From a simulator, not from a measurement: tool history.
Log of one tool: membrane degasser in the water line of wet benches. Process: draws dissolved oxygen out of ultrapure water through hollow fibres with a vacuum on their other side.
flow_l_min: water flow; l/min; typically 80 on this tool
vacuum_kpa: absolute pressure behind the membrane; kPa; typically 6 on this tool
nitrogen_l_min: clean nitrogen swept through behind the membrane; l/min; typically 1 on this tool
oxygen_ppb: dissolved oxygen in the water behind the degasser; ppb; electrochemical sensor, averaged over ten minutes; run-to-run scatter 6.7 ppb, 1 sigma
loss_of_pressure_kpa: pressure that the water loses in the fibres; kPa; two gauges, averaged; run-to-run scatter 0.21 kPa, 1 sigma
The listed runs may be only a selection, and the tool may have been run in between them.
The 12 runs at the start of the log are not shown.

{"run": 13, "hour": 1367.5, "flow_l_min": 80, "vacuum_kpa": 6, "nitrogen_l_min": 1, "oxygen_ppb": 674.2, "loss_of_pressure_kpa": 46.69}
{"run": 14, "hour": 1453.8, "flow_l_min": 80, "vacuum_kpa": 6, "nitrogen_l_min": 1, "oxygen_ppb": 666.5, "loss_of_pressure_kpa": 46.52}
{"run": 15, "hour": 1534.2, "flow_l_min": 80, "vacuum_kpa": 6, "nitrogen_l_min": 1, "oxygen_ppb": 668.8, "loss_of_pressure_kpa": 46.68}
{"run": 16, "hour": 1607.6, "flow_l_min": 80, "vacuum_kpa": 6, "nitrogen_l_min": 1, "oxygen_ppb": 666.6, "loss_of_pressure_kpa": 46.66}
{"run": 17, "hour": 1752.7, "flow_l_min": 88, "vacuum_kpa": 6, "nitrogen_l_min": 1, "oxygen_ppb": 783.7, "loss_of_pressure_kpa": 50.8}
{"run": 18, "hour": 1852.6, "flow_l_min": 72, "vacuum_kpa": 8.8, "nitrogen_l_min": 1.09, "oxygen_ppb": 818.8, "loss_of_pressure_kpa": 41.93}
{"hour": 1886.9, "done": "seals of the vacuum lines changed"}
{"run": 19, "hour": 1974.0, "flow_l_min": 105, "vacuum_kpa": 7.2, "nitrogen_l_min": 1.88, "oxygen_ppb": 970.9, "loss_of_pressure_kpa": 61.38}
{"run": 20, "hour": 2142.7, "flow_l_min": 115, "vacuum_kpa": 9.61, "nitrogen_l_min": 0.49, "oxygen_ppb": 1990.8, "loss_of_pressure_kpa": 66.67}
{"run": 21, "hour": 2310.3, "flow_l_min": 48, "vacuum_kpa": 6, "nitrogen_l_min": 1.86, "oxygen_ppb": 217.6, "loss_of_pressure_kpa": 28.16}
{"run": 22, "hour": 2394.0, "flow_l_min": 82, "vacuum_kpa": 10.94, "nitrogen_l_min": 1.7, "oxygen_ppb": 965, "loss_of_pressure_kpa": 47.41}
{"run": 23, "hour": 2482.4, "flow_l_min": 82, "vacuum_kpa": 10.94, "nitrogen_l_min": 1.7, "oxygen_ppb": 980.4, "loss_of_pressure_kpa": 47.85}
{"hour": 2533.0, "done": "vacuum gauge calibrated"}
{"run": 24, "hour": 2653.8, "flow_l_min": 82, "vacuum_kpa": 10.94, "nitrogen_l_min": 1.7, "oxygen_ppb": 978.2, "loss_of_pressure_kpa": 48.43}
{"run": 25, "hour": 2729.8, "flow_l_min": 80, "vacuum_kpa": 6, "nitrogen_l_min": 0.9, "oxygen_ppb": 683.5, "loss_of_pressure_kpa": 46.64}
{"run": 26, "hour": 2843.3, "flow_l_min": 80, "vacuum_kpa": 6, "nitrogen_l_min": 0.9, "oxygen_ppb": 704.1, "loss_of_pressure_kpa": 46.74}
{"run": 27, "hour": 2936.0, "flow_l_min": 70, "vacuum_kpa": 8.85, "nitrogen_l_min": 2.01, "oxygen_ppb": 584.6, "loss_of_pressure_kpa": 40.58}
{"run": 28, "hour": 3033.3, "flow_l_min": 70, "vacuum_kpa": 8.85, "nitrogen_l_min": 2.01, "oxygen_ppb": 592.8, "loss_of_pressure_kpa": 40.7}
{"run": 29, "hour": 3117.9, "flow_l_min": 70, "vacuum_kpa": 14.96, "nitrogen_l_min": 0.51, "oxygen_ppb": 2040.1, "loss_of_pressure_kpa": 41.07}
{"run": 30, "hour": 3254.9, "flow_l_min": 70, "vacuum_kpa": 14.96, "nitrogen_l_min": 0.51, "oxygen_ppb": 1991, "loss_of_pressure_kpa": 40.95}
{"run": 31, "hour": 3381.1, "flow_l_min": 70, "vacuum_kpa": 14.96, "nitrogen_l_min": 0.51, "oxygen_ppb": 2010.1, "loss_of_pressure_kpa": 40.83}
{"run": 32, "hour": 3550.1, "flow_l_min": 49, "vacuum_kpa": 13.36, "nitrogen_l_min": 1.56, "oxygen_ppb": 676.5, "loss_of_pressure_kpa": 28.53}
{"run": 33, "hour": 3626.3, "flow_l_min": 112, "vacuum_kpa": 5.03, "nitrogen_l_min": 1.56, "oxygen_ppb": 908.8, "loss_of_pressure_kpa": 65.64}

Forecast each of these 3 alternatives for the next run:
{"run": "A", "hour": 3731.9, "flow_l_min": 88, "vacuum_kpa": 10.48, "nitrogen_l_min": 0.42, "oxygen_ppb": "?", "loss_of_pressure_kpa": "?"}
{"run": "B", "hour": 3731.9, "flow_l_min": 80, "vacuum_kpa": 10.55, "nitrogen_l_min": 2.04, "oxygen_ppb": "?", "loss_of_pressure_kpa": "?"}
{"run": "C", "hour": 3731.9, "flow_l_min": 80, "vacuum_kpa": 14.83, "nitrogen_l_min": 1, "oxygen_ppb": "?", "loss_of_pressure_kpa": "?"}

run=A oxygen_ppb=1818.6 loss_of_pressure_kpa=51.58
run=B oxygen_ppb=834.5 loss_of_pressure_kpa=46.59
run=C oxygen_ppb=1636.6 loss_of_pressure_kpa=46.86
Without the tool's unlogged condition, the same runs would have read:
run=A oxygen_ppb=1818.2 loss_of_pressure_kpa=51.56
run=B oxygen_ppb=834.2 loss_of_pressure_kpa=46.58
run=C oxygen_ppb=1636.3 loss_of_pressure_kpa=46.85
